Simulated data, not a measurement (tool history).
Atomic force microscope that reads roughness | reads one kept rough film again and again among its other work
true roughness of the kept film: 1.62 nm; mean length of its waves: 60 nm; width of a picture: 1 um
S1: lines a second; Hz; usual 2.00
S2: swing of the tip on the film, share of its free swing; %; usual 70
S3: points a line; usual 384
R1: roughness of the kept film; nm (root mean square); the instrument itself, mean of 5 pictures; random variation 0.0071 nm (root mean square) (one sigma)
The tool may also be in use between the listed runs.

run 1 hour=0.0 | S1=2.00 S2=70 S3=384 | R1=1.401
run 2 hour=16.6 | S1=2.00 S2=70 S3=384 | R1=1.386
-- hour=18.2 new tip fitted
run 3 hour=30.3 | S1=2.00 S2=70 S3=384 | R1=1.440
run 4 hour=40.6 | S1=2.00 S2=70 S3=487 | R1=1.429
run 5 hour=57.6 | S1=0.80 S2=70 S3=384 | R1=1.496
run 6 hour=73.5 | S1=0.80 S2=70 S3=384 | R1=1.482
run 7 hour=89.3 | S1=2.00 S2=70 S3=384 | R1=1.407
-- hour=99.4 new tip fitted
run 8 hour=106.5 | S1=0.51 S2=78 S3=668 | R1=1.524
run 9 hour=120.0 | S1=0.51 S2=74 S3=668 | R1=1.524
run 10 hour=130.4 | S1=3.09 S2=77 S3=344 | R1=1.283
run 11 hour=139.1 | S1=3.09 S2=77 S3=344 | R1=1.281
run 12 hour=148.4 | S1=3.09 S2=77 S3=776 | R1=1.274
run 13 hour=165.1 | S1=3.09 S2=77 S3=776 | R1=1.270
run 14 hour=177.0 | S1=3.09 S2=59 S3=776 | R1=1.432

The same runs without the tool's hidden state, with the same run-to-run variation:
The hidden state here: radius of the tip, nm; height scale over the true one, %; drift of the gauge itself on roughness_nm, %.
run=1 R1=1.461
run=2 R1=1.459
run=3 R1=1.461
run=4 R1=1.458
run=5 R1=1.540
run=6 R1=1.539
run=7 R1=1.473
run=8 R1=1.542
run=9 R1=1.554
run=10 R1=1.316
run=11 R1=1.319
run=12 R1=1.319
run=13 R1=1.327
run=14 R1=1.505
